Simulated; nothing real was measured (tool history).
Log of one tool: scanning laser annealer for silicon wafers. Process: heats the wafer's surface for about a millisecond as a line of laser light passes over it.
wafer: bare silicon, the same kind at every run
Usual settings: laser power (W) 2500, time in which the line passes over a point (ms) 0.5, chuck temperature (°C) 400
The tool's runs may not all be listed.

run	hour	laser power (W)	time in which the line passes over a point (ms)	chuck temperature (°C)	highest temperature of the surface (°C)
1	0	2500	0.5	400	1192
2	4.7	2500	0.5	400	1194
3	9.4	2500	0.5	383	1172
4	16.6	2210	0.5	383	1084
5	22.2	2210	0.5	383	1077
6	30	2210	0.5	383	1077
7	40.1	2210	0.5	383	1085
8	46.4	2210	0.5	383	1082
9	56.9	2210	0.5	383	1081
10	64.1	2210	0.5	394	1090
11	70	2128	0.5	394	1065
# hour 75.5: optics aligned, line set to its width
12	80.4	2128	0.5	394	1062
13	85.1	2279	0.481	417	1123
14	93.6	2637	0.5	395	1224
# hour 99.5: optics aligned, line set to its width, once more
15	106.6	2717	0.472	387	1225
16	114.4	2717	0.472	387	1224
17	123.9	2717	0.472	387	1219
18	128.4	2384	0.5	369	1125
19	137.9	2384	0.5	369	1124
20	146.6	2575	0.477	427	1225
21	153.2	2575	0.477	427	1221
22	159.8	2500	0.5	425	1216
23	164.2	2500	0.5	425	1216
24	174.4	2500	0.5	425	1215

Forecast each of these 3 alternatives for the next run:
A	182	2500	0.562	427	?
B	182	2725	0.396	396	?
C	182	2313	0.5	425	?

run	highest temperature of the surface (°C)
A	1264
B	1165
C	1159
Without the tool's hidden state the same runs would have given:
run	highest temperature of the surface (°C)
A	1283
B	1183
C	1177
